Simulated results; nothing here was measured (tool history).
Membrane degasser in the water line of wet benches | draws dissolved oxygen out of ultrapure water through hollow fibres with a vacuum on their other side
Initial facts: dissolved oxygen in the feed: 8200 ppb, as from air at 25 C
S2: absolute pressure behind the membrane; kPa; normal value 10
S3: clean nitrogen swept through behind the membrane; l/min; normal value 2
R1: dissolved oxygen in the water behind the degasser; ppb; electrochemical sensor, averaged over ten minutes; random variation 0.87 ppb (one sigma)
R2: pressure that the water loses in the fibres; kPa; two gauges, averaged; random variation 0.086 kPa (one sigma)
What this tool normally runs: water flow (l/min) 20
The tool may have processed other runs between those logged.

Run 1, hour 0: usual settings. Result: R1 217.5 ppb, R2 36.96 kPa.
Run 2, hour 99: usual settings but S3 2.16 l/min. Result: R1 206.2 ppb, R2 36.87 kPa.
Run 3, hour 208.4: usual settings but S3 0.94 l/min. Result: R1 374.3 ppb, R2 36.87 kPa.
Run 4, hour 338.6: usual settings but S3 0.94 l/min. Result: R1 375.5 ppb, R2 36.82 kPa.
Run 5, hour 448.8: usual settings. Result: R1 218.8 ppb, R2 36.96 kPa.
Run 6, hour 535.1: usual settings. Result: R1 219.3 ppb, R2 36.97 kPa.
Run 7, hour 659.4: usual settings. Result: R1 217.6 ppb, R2 36.84 kPa.
Run 8, hour 723.8: usual settings. Result: R1 219.3 ppb, R2 37.02 kPa.
Run 9, hour 804.5: usual settings. Result: R1 218.7 ppb, R2 36.87 kPa.
Run 10, hour 897.3: usual settings. Result: R1 219.3 ppb, R2 36.91 kPa.
Run 11, hour 968.8: usual settings. Result: R1 221.2 ppb, R2 36.86 kPa.
Run 12, hour 1032.8: usual settings. Result: R1 221.2 ppb, R2 36.89 kPa.
Run 13, hour 1109.7: usual settings. Result: R1 220.8 ppb, R2 37.08 kPa.
Run 14, hour 1213.1: usual settings but water flow (l/min) 28, S2 17.9 kPa, S3 2.86 l/min. Result: R1 509.3 ppb, R2 51.7 kPa.
At hour 1305.9: vacuum gauge calibrated.
Run 15, hour 1331.9: usual settings but water flow (l/min) 28, S2 17.9 kPa, S3 2.86 l/min. Result: R1 505 ppb, R2 51.92 kPa.
Run 16, hour 1435.3: usual settings but water flow (l/min) 28, S2 17.9 kPa, S3 2.86 l/min. Result: R1 501.6 ppb, R2 51.8 kPa.
Run 17, hour 1496.1: usual settings but water flow (l/min) 28, S2 17.9 kPa, S3 2.86 l/min. Result: R1 502.8 ppb, R2 51.78 kPa.
Run 18, hour 1606.5: usual settings but water flow (l/min) 18, S2 15.1 kPa, S3 4.8 l/min. Result: R1 146.9 ppb, R2 33.41 kPa.
Run 19, hour 1728.7: usual settings but S2 13.7 kPa, S3 2.24 l/min. Result: R1 277 ppb, R2 37.02 kPa.
Run 20, hour 1814.2: usual settings but water flow (l/min) 22, S2 9.2 kPa, S3 3.62 l/min. Result: R1 169.8 ppb, R2 40.75 kPa.
Run 21, hour 1891.5: usual settings but water flow (l/min) 22, S2 9.2 kPa, S3 3.62 l/min. Result: R1 169.7 ppb, R2 40.72 kPa.

Alternative continuations, all from the tool just after run 21; predict every row:
Run A, hour 1995: usual settings but water flow (l/min) 12, S2 12.1 kPa, S3 0.94 l/min. Result: R1 ?, R2 ?.
Run B, hour 1995: usual settings but water flow (l/min) 19, S2 7.2 kPa. Result: R1 ?, R2 ?.
Run C, hour 1995: usual settings but S2 6.5 kPa, S3 0.88 l/min. Result: R1 ?, R2 ?.
Run D, hour 1995: usual settings but S2 9.2 kPa, S3 0.8 l/min. Result: R1 ?, R2 ?.

run     R1     R2
  A  271.4  22.13
  B  135.5  35.18
  C    218  37.06
  D  371.7  36.99
Stripped of hidden state, with their random variation kept, the same runs would have yielded:
run     R1     R2
  A  260.1   21.8
  B  129.3  34.66
  C  211.1  36.51
  D  362.9  36.44

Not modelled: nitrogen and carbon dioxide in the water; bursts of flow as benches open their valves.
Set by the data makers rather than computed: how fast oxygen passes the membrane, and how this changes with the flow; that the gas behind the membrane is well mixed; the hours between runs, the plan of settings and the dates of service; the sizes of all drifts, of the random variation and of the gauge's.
